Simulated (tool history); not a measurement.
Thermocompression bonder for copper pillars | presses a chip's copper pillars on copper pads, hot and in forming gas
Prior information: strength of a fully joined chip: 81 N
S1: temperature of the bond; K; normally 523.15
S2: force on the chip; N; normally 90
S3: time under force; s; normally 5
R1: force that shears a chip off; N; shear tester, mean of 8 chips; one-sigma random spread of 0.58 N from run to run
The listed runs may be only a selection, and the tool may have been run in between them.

run	hour	S1	S2	S3	R1
1	0	523.15	90	5	42.5
2	25.4	523.15	90	5	43.1
3	53.4	523.15	90	5	42.8
4	74.1	523.15	90	5	41.9
5	98.8	523.15	90	5	42.7
# hour 110.9: force cell calibrated
6	138.9	523.15	90	5	42.2
7	173.4	523.15	90	5	41
# hour 185.1: forming gas filter changed
8	201.6	523.15	90	5	43.5
9	239.8	523.15	73	5	36.8
# hour 257.9: force cell calibrated, once more
10	261.9	526.15	90	5	47.2
11	293.2	526.15	90	5	47.2
12	316.5	526.15	90	5	47.9
13	342	523.15	90	3	36.7
14	374.6	523.15	90	5	43.7
15	404.3	523.15	90	5	43.9
16	424.2	523.15	90	5	43.3
17	451.4	523.15	90	5	41.4
18	487.5	523.15	90	5	44
19	521.1	531.15	90	5	48.2
20	548.1	531.15	90	5	48.1
21	580.9	504.15	90	5	30.9
22	608.5	504.15	90	5	29.6
23	633.3	523.15	90	6	44.5
24	658.9	523.15	90	6	44.5
25	685.6	523.15	90	6	43.4

Run 26 has not been measured yet. What should we expect?
26	705.4	523.15	90	6	?

R1: 44 N
On a tool with no hidden condition, and with the same random variation, this run would have come out at R1 50.1 N.

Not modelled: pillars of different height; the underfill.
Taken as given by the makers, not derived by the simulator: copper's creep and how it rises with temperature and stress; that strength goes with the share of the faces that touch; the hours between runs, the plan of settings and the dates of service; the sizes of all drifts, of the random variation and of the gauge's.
